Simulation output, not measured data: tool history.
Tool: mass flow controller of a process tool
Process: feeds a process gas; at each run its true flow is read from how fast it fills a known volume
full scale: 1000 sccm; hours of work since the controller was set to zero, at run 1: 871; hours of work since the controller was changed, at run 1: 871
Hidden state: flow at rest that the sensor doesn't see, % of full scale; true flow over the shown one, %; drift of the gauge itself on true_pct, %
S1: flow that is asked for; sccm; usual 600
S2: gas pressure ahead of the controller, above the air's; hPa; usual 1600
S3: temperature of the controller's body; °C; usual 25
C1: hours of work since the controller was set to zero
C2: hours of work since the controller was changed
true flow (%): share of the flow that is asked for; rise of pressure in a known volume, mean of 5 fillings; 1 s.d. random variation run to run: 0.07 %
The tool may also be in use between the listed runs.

run 1 hour=0.0 | S1=600 S2=1600 S3=25 | C1=871 C2=871 | true_flow_(%)=98.91
run 2 hour=129.2 | S1=600 S2=1600 S3=25 | C1=929 C2=929 | true_flow_(%)=98.87
run 3 hour=266.2 | S1=600 S2=1600 S3=25 | C1=990 C2=990 | true_flow_(%)=98.99
run 4 hour=383.7 | S1=600 S2=1670 S3=25 | C1=1042 C2=1042 | true_flow_(%)=98.85
run 5 hour=518.7 | S1=600 S2=1600 S3=29 | C1=1103 C2=1103 | true_flow_(%)=98.74
run 6 hour=664.4 | S1=184 S2=1600 S3=25 | C1=1168 C2=1168 | true_flow_(%)=96.80
run 7 hour=842.9 | S1=184 S2=1600 S3=25 | C1=1248 C2=1248 | true_flow_(%)=96.86
run 8 hour=1099.5 | S1=184 S2=1600 S3=25 | C1=1362 C2=1362 | true_flow_(%)=96.91
run 9 hour=1355.2 | S1=600 S2=1600 S3=38 | C1=1476 C2=1476 | true_flow_(%)=98.06
run 10 hour=1546.3 | S1=113 S2=1600 S3=25 | C1=1562 C2=1562 | true_flow_(%)=95.50
run 11 hour=1706.5 | S1=113 S2=1600 S3=25 | C1=1633 C2=1633 | true_flow_(%)=95.47
run 12 hour=1833.0 | S1=600 S2=1600 S3=25 | C1=1690 C2=1690 | true_flow_(%)=98.86
run 13 hour=1943.0 | S1=600 S2=1600 S3=25 | C1=1739 C2=1739 | true_flow_(%)=98.93
run 14 hour=2083.2 | S1=600 S2=1600 S3=25 | C1=1802 C2=1802 | true_flow_(%)=98.78
run 15 hour=2309.1 | S1=485 S2=1670 S3=24 | C1=1903 C2=1903 | true_flow_(%)=98.51
run 16 hour=2469.4 | S1=407 S2=1620 S3=20 | C1=1974 C2=1974 | true_flow_(%)=98.39
run 17 hour=2707.2 | S1=600 S2=1600 S3=36 | C1=2081 C2=2081 | true_flow_(%)=98.23
run 18 hour=2913.5 | S1=600 S2=1600 S3=36 | C1=2173 C2=2173 | true_flow_(%)=98.19
run 19 hour=3140.7 | S1=600 S2=1600 S3=36 | C1=2274 C2=2274 | true_flow_(%)=98.27
run 20 hour=3255.7 | S1=728 S2=2290 S3=22 | C1=2326 C2=2326 | true_flow_(%)=99.13
run 21 hour=3478.6 | S1=678 S2=1600 S3=30 | C1=2425 C2=2425 | true_flow_(%)=98.94

What does the tool deliver on the next run?
run 22 hour=3717.6 | S1=236 S2=1770 S3=33 | C1=2532 C2=2532 | true_flow_(%)=?

{"run 22": {"true flow (%)": 96.12}}
Take away the tool's hidden state, keep the run-to-run variation as it was, and the same run would have given true flow (%) 97.36.

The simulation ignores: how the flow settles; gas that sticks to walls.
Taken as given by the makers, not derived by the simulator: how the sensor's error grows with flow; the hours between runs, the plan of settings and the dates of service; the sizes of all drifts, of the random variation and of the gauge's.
